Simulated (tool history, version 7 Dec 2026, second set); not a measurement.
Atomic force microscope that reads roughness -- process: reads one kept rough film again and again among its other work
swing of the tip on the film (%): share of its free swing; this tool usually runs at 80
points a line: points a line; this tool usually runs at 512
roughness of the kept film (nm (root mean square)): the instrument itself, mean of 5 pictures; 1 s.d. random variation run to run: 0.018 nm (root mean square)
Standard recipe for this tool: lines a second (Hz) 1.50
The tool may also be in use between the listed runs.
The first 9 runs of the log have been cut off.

run    day  lines a second (Hz)  swing of the tip on the film (%)  points a line  roughness of the kept film (nm (root mean square))
 10  2.892                 0.93                                80            512                                               4.503
 11  3.329                 1.50                                80            512                                               4.274
 12  3.579                 1.50                                80            512                                               4.281
 13  3.908                 1.50                                80            512                                               4.279
 14  4.379                 1.50                                80            489                                               4.297
     4.829  -- new tip fitted
 15  4.854                 1.16                                80            512                                               4.420
 16  5.217                 1.16                                80            512                                               4.421
 17  5.475                 1.50                                80            512                                               4.279
 18  5.767                 1.50                                80            288                                               4.286
 19  6.071                 1.50                                80            288                                               4.302
 20  6.471                 1.50                                80            288                                               4.257
 21  6.738                 1.50                                80            512                                               4.283
 22  7.046                 1.50                                80            293                                               4.274
 23  7.496                 2.76                                55            886                                               4.616
 24  7.900                 2.76                                55            886                                               4.669
 25  8.342                 1.50                                76            512                                               4.392
 26  8.762                 0.62                                57            533                                               4.869
 27  9.200                 0.62                                57            533                                               4.900
 28  9.658                 3.86                                74            643                                               3.805

Estimate the outcome of run 29 from the log above:
 29  9.879                 0.69                                80            361                                                   ?

Run 29 came out at roughness of the kept film (nm (root mean square)) 4.621.
Minus the tool's unlogged condition, the same run would have read roughness of the kept film (nm (root mean square)) 4.640.
